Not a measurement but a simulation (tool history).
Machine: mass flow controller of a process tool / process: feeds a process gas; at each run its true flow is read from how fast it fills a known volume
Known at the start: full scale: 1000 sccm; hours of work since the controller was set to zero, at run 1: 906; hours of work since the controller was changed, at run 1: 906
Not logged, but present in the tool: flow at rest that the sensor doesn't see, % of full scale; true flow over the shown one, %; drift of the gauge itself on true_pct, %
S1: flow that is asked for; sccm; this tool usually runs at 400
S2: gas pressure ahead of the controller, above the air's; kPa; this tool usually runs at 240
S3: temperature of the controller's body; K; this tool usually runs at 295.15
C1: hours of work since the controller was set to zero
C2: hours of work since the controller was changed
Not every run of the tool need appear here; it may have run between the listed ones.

{"run": 1, "day": 0.0, "S1": 400, "S2": 240, "S3": 295.15, "C1": 906, "C2": 906, "true flow (%)": 99.08}
{"run": 2, "day": 4.346, "S1": 400, "S2": 240, "S3": 295.15, "C1": 939, "C2": 939, "true flow (%)": 99.31}
{"run": 3, "day": 6.971, "S1": 400, "S2": 240, "S3": 295.15, "C1": 959, "C2": 959, "true flow (%)": 99.16}
{"run": 4, "day": 9.821, "S1": 231, "S2": 240, "S3": 295.15, "C1": 980, "C2": 980, "true flow (%)": 99.1}
{"run": 5, "day": 14.875, "S1": 400, "S2": 240, "S3": 295.15, "C1": 1018, "C2": 1018, "true flow (%)": 99.29}
{"run": 6, "day": 19.583, "S1": 400, "S2": 240, "S3": 304.15, "C1": 1053, "C2": 1053, "true flow (%)": 100.4}
{"run": 7, "day": 23.046, "S1": 400, "S2": 173, "S3": 295.15, "C1": 1079, "C2": 1079, "true flow (%)": 99.55}
{"run": 8, "day": 27.467, "S1": 242, "S2": 261, "S3": 309.15, "C1": 1113, "C2": 1113, "true flow (%)": 100.96}
{"run": 9, "day": 33.458, "S1": 704, "S2": 159, "S3": 303.15, "C1": 1158, "C2": 1158, "true flow (%)": 100.82}
{"run": 10, "day": 36.767, "S1": 400, "S2": 180, "S3": 312.15, "C1": 1182, "C2": 1182, "true flow (%)": 101.63}

Run 11 comes next. What will it give?
{"run": 11, "day": 42.292, "S1": 400, "S2": 202, "S3": 303.15, "C1": 1224, "C2": 1224, "true flow (%)": "?"}

true flow (%): 100.68
If the tool had no hidden condition, the same run with the same run-to-run variation would have returned true flow (%) 100.19.
